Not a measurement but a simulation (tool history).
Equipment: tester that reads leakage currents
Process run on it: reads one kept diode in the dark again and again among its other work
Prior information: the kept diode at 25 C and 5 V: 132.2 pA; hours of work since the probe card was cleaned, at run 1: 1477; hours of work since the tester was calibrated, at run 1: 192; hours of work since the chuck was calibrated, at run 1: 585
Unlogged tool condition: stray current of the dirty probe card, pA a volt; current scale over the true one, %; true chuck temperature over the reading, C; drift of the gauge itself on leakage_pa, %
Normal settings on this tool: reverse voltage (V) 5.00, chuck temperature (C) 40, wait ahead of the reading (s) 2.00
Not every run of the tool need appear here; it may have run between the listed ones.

| run | hour | reverse voltage (V) | chuck temperature (C) | wait ahead of the reading (s) | hours of work since the probe card was cleaned | hours of work since the tester was calibrated | hours of work since the chuck was calibrated | current that the tester gives (pA) |
|---|---|---|---|---|---|---|---|---|
| 1 | 0.0 | 5.00 | 40 | 2.00 | 1477 | 192 | 585 | 540.21 |
| 2 | 96.6 | 5.00 | 40 | 2.00 | 1545 | 261 | 653 | 545.55 |
| 3 | 209.1 | 5.00 | 40 | 2.00 | 1625 | 340 | 733 | 546.21 |
|  | 283.2 | probe card cleaned and baked |
| 4 | 325.3 | 5.00 | 40 | 2.00 | 30 | 420 | 813 | 542.95 |
| 5 | 493.0 | 8.31 | 40 | 2.00 | 148 | 539 | 932 | 663.92 |
| 6 | 627.9 | 8.31 | 40 | 2.00 | 244 | 634 | 1027 | 670.49 |
| 7 | 755.5 | 13.45 | 40 | 2.44 | 334 | 725 | 1117 | 812.61 |
| 8 | 845.1 | 2.16 | 26 | 0.36 | 397 | 788 | 1181 | 116.11 |

Run 9 is up next; what results do you expect?
| 9 | 986.9 | 12.79 | 22 | 9.41 | 498 | 888 | 1281 | ? |

current that the tester gives (pA): 158.36
On a tool with no hidden condition, and with the same random variation, this run would have come out at current that the tester gives (pA) 140.98.
